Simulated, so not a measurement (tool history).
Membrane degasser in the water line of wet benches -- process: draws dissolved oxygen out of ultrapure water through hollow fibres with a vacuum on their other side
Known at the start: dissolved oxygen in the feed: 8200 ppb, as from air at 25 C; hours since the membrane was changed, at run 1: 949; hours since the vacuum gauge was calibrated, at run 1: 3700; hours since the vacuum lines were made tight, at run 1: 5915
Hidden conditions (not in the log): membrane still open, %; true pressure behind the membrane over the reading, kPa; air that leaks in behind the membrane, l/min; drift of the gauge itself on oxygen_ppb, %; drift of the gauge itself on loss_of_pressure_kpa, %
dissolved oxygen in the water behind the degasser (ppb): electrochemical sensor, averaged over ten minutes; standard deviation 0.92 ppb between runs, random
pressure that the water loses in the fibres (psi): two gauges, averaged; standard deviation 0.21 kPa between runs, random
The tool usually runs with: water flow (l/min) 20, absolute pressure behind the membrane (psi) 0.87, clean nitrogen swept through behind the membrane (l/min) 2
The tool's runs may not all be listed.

| run | hour | water flow (l/min) | absolute pressure behind the membrane (psi) | clean nitrogen swept through behind the membrane (l/min) | hours since the membrane was changed | hours since the vacuum gauge was calibrated | hours since the vacuum lines were made tight | dissolved oxygen in the water behind the degasser (ppb) | pressure that the water loses in the fibres (psi) |
|---|---|---|---|---|---|---|---|---|---|
| 1 | 0 | 20 | 0.87 | 2 | 949 | 3700 | 5915 | 85.2 | 6.859 |
| 2 | 62.9 | 20 | 0.994 | 2 | 1012 | 3763 | 5978 | 105.6 | 6.798 |
| 3 | 101.3 | 20 | 0.87 | 1.72 | 1050 | 3802 | 6017 | 96.2 | 6.752 |
| 4 | 153.2 | 20 | 0.87 | 1.72 | 1102 | 3854 | 6069 | 95.4 | 6.794 |
| 5 | 228.3 | 20 | 0.87 | 2 | 1177 | 3929 | 6144 | 87.3 | 6.783 |
| 6 | 270 | 20 | 0.87 | 1.34 | 1219 | 3970 | 6185 | 115.8 | 6.744 |
| 7 | 336.8 | 20 | 0.87 | 2 | 1286 | 4037 | 6252 | 87.5 | 6.757 |
| 8 | 416.3 | 20 | 0.87 | 2 | 1365 | 4117 | 6332 | 87.3 | 6.807 |
| 9 | 465.9 | 19 | 0.87 | 2 | 1415 | 4166 | 6381 | 79.9 | 6.435 |
| 10 | 519.1 | 19 | 0.87 | 2 | 1468 | 4220 | 6435 | 80.9 | 6.386 |
| 11 | 566.8 | 19 | 0.87 | 2 | 1516 | 4267 | 6482 | 79.5 | 6.461 |
| 12 | 639.7 | 19 | 0.87 | 2 | 1588 | 4340 | 6555 | 79.9 | 6.461 |
| 13 | 678.4 | 20 | 0.87 | 1.93 | 1627 | 4379 | 6594 | 89.1 | 6.782 |
| 14 | 753.7 | 20 | 0.87 | 2 | 1702 | 4454 | 6669 | 85.8 | 6.688 |
| 15 | 834.9 | 14 | 1.028 | 3.42 | 1784 | 4535 | 6750 | 43.3 | 4.696 |
| 16 | 890.1 | 14 | 1.028 | 3.42 | 1839 | 4591 | 6806 | 42.3 | 4.695 |
| 17 | 943.5 | 22 | 1.028 | 2.79 | 1892 | 4644 | 6859 | 103.6 | 7.385 |
| 18 | 1002.8 | 31 | 0.695 | 2.79 | 1952 | 4703 | 6918 | 141.2 | 10.377 |
| 19 | 1059.2 | 15 | 0.991 | 2.79 | 2008 | 4760 | 6975 | 52.8 | 5.011 |
| 20 | 1141.3 | 15 | 0.991 | 2.79 | 2090 | 4842 | 7057 | 53.4 | 4.981 |
| 21 | 1190.1 | 27 | 1.906 | 3.04 | 2139 | 4891 | 7106 | 267.7 | 9.026 |
| 22 | 1248.6 | 27 | 1.131 | 3.94 | 2197 | 4949 | 7164 | 138.8 | 9.002 |
| 23 | 1326.2 | 19 | 1.503 | 2.82 | 2275 | 5027 | 7242 | 133.5 | 6.332 |
| 24 | 1404.3 | 22 | 0.87 | 1.09 | 2353 | 5105 | 7320 | 155.4 | 7.272 |
| 25 | 1474.4 | 22 | 0.87 | 1.09 | 2423 | 5175 | 7390 | 154.8 | 7.307 |
| 26 | 1520.6 | 20 | 0.87 | 1.12 | 2469 | 5221 | 7436 | 131.6 | 6.711 |
| 27 | 1589.8 | 20 | 0.87 | 1.12 | 2539 | 5290 | 7505 | 132.2 | 6.641 |
|  | 1640.5 | gauge calibrated |
| 28 | 1658.3 | 22 | 1.275 | 1.39 | 2607 | 5359 | 7574 | 223.7 | 7.497 |

Some steps in pressure that the water loses in the fibres (psi) between neighbouring runs. How much of each would the tool show without its hidden state too (settings, what came in, random variation), and how much is left for the hidden state, with any gauge scatter that isn't in both results?
Run 18 -> 19: water flow (l/min) 31 -> 15, absolute pressure behind the membrane (psi) 0.695 -> 0.991. pressure that the water loses in the fibres (psi) -5.366: hidden state +0.074, all else -5.44.
Run 20 -> 21: water flow (l/min) 15 -> 27, absolute pressure behind the membrane (psi) 0.991 -> 1.906, clean nitrogen swept through behind the membrane (l/min) 2.79 -> 3.04. pressure that the water loses in the fibres (psi) +4.045: hidden state -0.074, all else +4.119.
Run 27 -> 28: water flow (l/min) 20 -> 22, absolute pressure behind the membrane (psi) 0.87 -> 1.275, clean nitrogen swept through behind the membrane (l/min) 1.12 -> 1.39, gauge calibrated. pressure that the water loses in the fibres (psi) +0.856: hidden state +0.154, all else +0.702.

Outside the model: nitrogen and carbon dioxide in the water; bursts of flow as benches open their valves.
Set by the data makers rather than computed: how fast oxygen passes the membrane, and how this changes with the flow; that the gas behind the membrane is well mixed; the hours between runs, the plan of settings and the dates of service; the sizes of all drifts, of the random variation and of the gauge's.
